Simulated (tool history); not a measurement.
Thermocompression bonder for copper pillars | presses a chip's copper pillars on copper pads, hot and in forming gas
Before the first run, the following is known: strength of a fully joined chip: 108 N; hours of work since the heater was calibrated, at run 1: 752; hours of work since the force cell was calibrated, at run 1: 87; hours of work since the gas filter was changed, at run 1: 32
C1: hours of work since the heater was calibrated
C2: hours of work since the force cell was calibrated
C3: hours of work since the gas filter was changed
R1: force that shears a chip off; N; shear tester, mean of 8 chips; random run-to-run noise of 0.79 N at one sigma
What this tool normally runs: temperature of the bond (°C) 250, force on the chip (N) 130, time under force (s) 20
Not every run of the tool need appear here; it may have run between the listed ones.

run 1 hour=0 | temperature_of_the_bond_(°C)=250 force_on_the_chip_(N)=130 time_under_force_(s)=20 | C1=752 C2=87 C3=32 | R1=59
run 2 hour=11 | temperature_of_the_bond_(°C)=250 force_on_the_chip_(N)=180 time_under_force_(s)=20 | C1=757 C2=93 C3=38 | R1=72.3
run 3 hour=20.9 | temperature_of_the_bond_(°C)=239 force_on_the_chip_(N)=130 time_under_force_(s)=20 | C1=762 C2=98 C3=43 | R1=53.3
run 4 hour=36.9 | temperature_of_the_bond_(°C)=250 force_on_the_chip_(N)=130 time_under_force_(s)=20 | C1=770 C2=106 C3=51 | R1=57.7
run 5 hour=48.8 | temperature_of_the_bond_(°C)=250 force_on_the_chip_(N)=130 time_under_force_(s)=20 | C1=776 C2=112 C3=57 | R1=58
run 6 hour=60.4 | temperature_of_the_bond_(°C)=250 force_on_the_chip_(N)=130 time_under_force_(s)=20 | C1=782 C2=118 C3=63 | R1=57.2
run 7 hour=71.2 | temperature_of_the_bond_(°C)=250 force_on_the_chip_(N)=130 time_under_force_(s)=11 | C1=788 C2=123 C3=68 | R1=46.5
run 8 hour=78.4 | temperature_of_the_bond_(°C)=250 force_on_the_chip_(N)=158 time_under_force_(s)=20 | C1=791 C2=127 C3=72 | R1=68.3
run 9 hour=88.2 | temperature_of_the_bond_(°C)=250 force_on_the_chip_(N)=158 time_under_force_(s)=20 | C1=796 C2=132 C3=77 | R1=69.2
run 10 hour=102.4 | temperature_of_the_bond_(°C)=250 force_on_the_chip_(N)=130 time_under_force_(s)=20 | C1=803 C2=139 C3=84 | R1=57.5
run 11 hour=115.6 | temperature_of_the_bond_(°C)=250 force_on_the_chip_(N)=130 time_under_force_(s)=20 | C1=810 C2=145 C3=91 | R1=57.2
run 12 hour=128.5 | temperature_of_the_bond_(°C)=250 force_on_the_chip_(N)=130 time_under_force_(s)=20 | C1=817 C2=152 C3=97 | R1=57.5
run 13 hour=139.9 | temperature_of_the_bond_(°C)=250 force_on_the_chip_(N)=130 time_under_force_(s)=20 | C1=822 C2=158 C3=103 | R1=57
run 14 hour=153.1 | temperature_of_the_bond_(°C)=250 force_on_the_chip_(N)=130 time_under_force_(s)=20 | C1=829 C2=164 C3=110 | R1=57
run 15 hour=167.7 | temperature_of_the_bond_(°C)=250 force_on_the_chip_(N)=130 time_under_force_(s)=15 | C1=836 C2=172 C3=117 | R1=51.4
run 16 hour=177.6 | temperature_of_the_bond_(°C)=250 force_on_the_chip_(N)=130 time_under_force_(s)=15 | C1=841 C2=177 C3=122 | R1=51.5
run 17 hour=193.5 | temperature_of_the_bond_(°C)=267 force_on_the_chip_(N)=130 time_under_force_(s)=15 | C1=849 C2=185 C3=130 | R1=61.4
run 18 hour=204.6 | temperature_of_the_bond_(°C)=267 force_on_the_chip_(N)=114 time_under_force_(s)=15 | C1=855 C2=190 C3=136 | R1=53
run 19 hour=213.9 | temperature_of_the_bond_(°C)=222 force_on_the_chip_(N)=130 time_under_force_(s)=20 | C1=860 C2=195 C3=141 | R1=40.9
run 20 hour=228.5 | temperature_of_the_bond_(°C)=222 force_on_the_chip_(N)=130 time_under_force_(s)=20 | C1=867 C2=203 C3=148 | R1=40.6
run 21 hour=239.1 | temperature_of_the_bond_(°C)=222 force_on_the_chip_(N)=130 time_under_force_(s)=20 | C1=873 C2=208 C3=153 | R1=39.8
run 22 hour=253 | temperature_of_the_bond_(°C)=222 force_on_the_chip_(N)=130 time_under_force_(s)=20 | C1=880 C2=215 C3=160 | R1=40.2
run 23 hour=261.2 | temperature_of_the_bond_(°C)=222 force_on_the_chip_(N)=130 time_under_force_(s)=20 | C1=884 C2=219 C3=165 | R1=41
-- hour=264.1 heater calibrated with a thermocouple chip
run 24 hour=272.6 | temperature_of_the_bond_(°C)=248 force_on_the_chip_(N)=119 time_under_force_(s)=12 | C1=4 C2=224 C3=169 | R1=41.3
run 25 hour=288 | temperature_of_the_bond_(°C)=250 force_on_the_chip_(N)=173 time_under_force_(s)=12 | C1=12 C2=232 C3=177 | R1=58.7
-- hour=298.3 heater calibrated with a thermocouple chip, once more
run 26 hour=298.4 | temperature_of_the_bond_(°C)=250 force_on_the_chip_(N)=130 time_under_force_(s)=32 | C1=0 C2=236 C3=181 | R1=67.4
-- hour=300.9 forming gas filter changed
run 27 hour=313.2 | temperature_of_the_bond_(°C)=250 force_on_the_chip_(N)=130 time_under_force_(s)=48 | C1=7 C2=243 C3=6 | R1=78.8
run 28 hour=321.1 | temperature_of_the_bond_(°C)=267 force_on_the_chip_(N)=130 time_under_force_(s)=12 | C1=11 C2=247 C3=10 | R1=63.2
run 29 hour=331.5 | temperature_of_the_bond_(°C)=273 force_on_the_chip_(N)=130 time_under_force_(s)=12 | C1=17 C2=252 C3=15 | R1=65.2
run 30 hour=348 | temperature_of_the_bond_(°C)=273 force_on_the_chip_(N)=130 time_under_force_(s)=12 | C1=25 C2=261 C3=24 | R1=63.7
run 31 hour=362.2 | temperature_of_the_bond_(°C)=250 force_on_the_chip_(N)=130 time_under_force_(s)=51 | C1=32 C2=268 C3=31 | R1=82.6
run 32 hour=375.3 | temperature_of_the_bond_(°C)=250 force_on_the_chip_(N)=141 time_under_force_(s)=51 | C1=39 C2=274 C3=38 | R1=85.2
run 33 hour=382.1 | temperature_of_the_bond_(°C)=250 force_on_the_chip_(N)=141 time_under_force_(s)=51 | C1=42 C2=278 C3=41 | R1=83.7
run 34 hour=389.7 | temperature_of_the_bond_(°C)=250 force_on_the_chip_(N)=152 time_under_force_(s)=20 | C1=46 C2=282 C3=45 | R1=68
run 35 hour=403.9 | temperature_of_the_bond_(°C)=250 force_on_the_chip_(N)=152 time_under_force_(s)=20 | C1=53 C2=289 C3=52 | R1=69.7
run 36 hour=418 | temperature_of_the_bond_(°C)=222 force_on_the_chip_(N)=89 time_under_force_(s)=14 | C1=60 C2=296 C3=59 | R1=26.1
run 37 hour=431.5 | temperature_of_the_bond_(°C)=234 force_on_the_chip_(N)=89 time_under_force_(s)=14 | C1=67 C2=303 C3=66 | R1=30.8
run 38 hour=440.4 | temperature_of_the_bond_(°C)=234 force_on_the_chip_(N)=89 time_under_force_(s)=14 | C1=72 C2=307 C3=71 | R1=31.5
run 39 hour=450.2 | temperature_of_the_bond_(°C)=234 force_on_the_chip_(N)=89 time_under_force_(s)=14 | C1=77 C2=312 C3=75 | R1=31
run 40 hour=458.6 | temperature_of_the_bond_(°C)=234 force_on_the_chip_(N)=89 time_under_force_(s)=14 | C1=81 C2=317 C3=80 | R1=30.5

The same runs without the tool's hidden state, with the same run-to-run variation:
Hidden state at play: true temperature of the bond over the reading, C; force that reaches the chip, % of what is set; oxide that the forming gas leaves, % of the face; drift of the gauge itself on shear_n, %.
run=1 R1=62
run=2 R1=75.6
run=3 R1=56.5
run=4 R1=61.1
run=5 R1=61.5
run=6 R1=60.8
run=7 R1=49.8
run=8 R1=72.5
run=9 R1=73.5
run=10 R1=61.6
run=11 R1=61.5
run=12 R1=62
run=13 R1=61.6
run=14 R1=61.7
run=15 R1=56
run=16 R1=56.2
run=17 R1=66.6
run=18 R1=57.9
run=19 R1=45.4
run=20 R1=45.3
run=21 R1=44.5
run=22 R1=45
run=23 R1=46
run=24 R1=46.5
run=25 R1=65.6
run=26 R1=71.2
run=27 R1=78
run=28 R1=62.4
run=29 R1=64.5
run=30 R1=63.2
run=31 R1=82.5
run=32 R1=85.4
run=33 R1=84
run=34 R1=68.1
run=35 R1=70
run=36 R1=26
run=37 R1=30.9
run=38 R1=31.6
run=39 R1=31.1
run=40 R1=30.7

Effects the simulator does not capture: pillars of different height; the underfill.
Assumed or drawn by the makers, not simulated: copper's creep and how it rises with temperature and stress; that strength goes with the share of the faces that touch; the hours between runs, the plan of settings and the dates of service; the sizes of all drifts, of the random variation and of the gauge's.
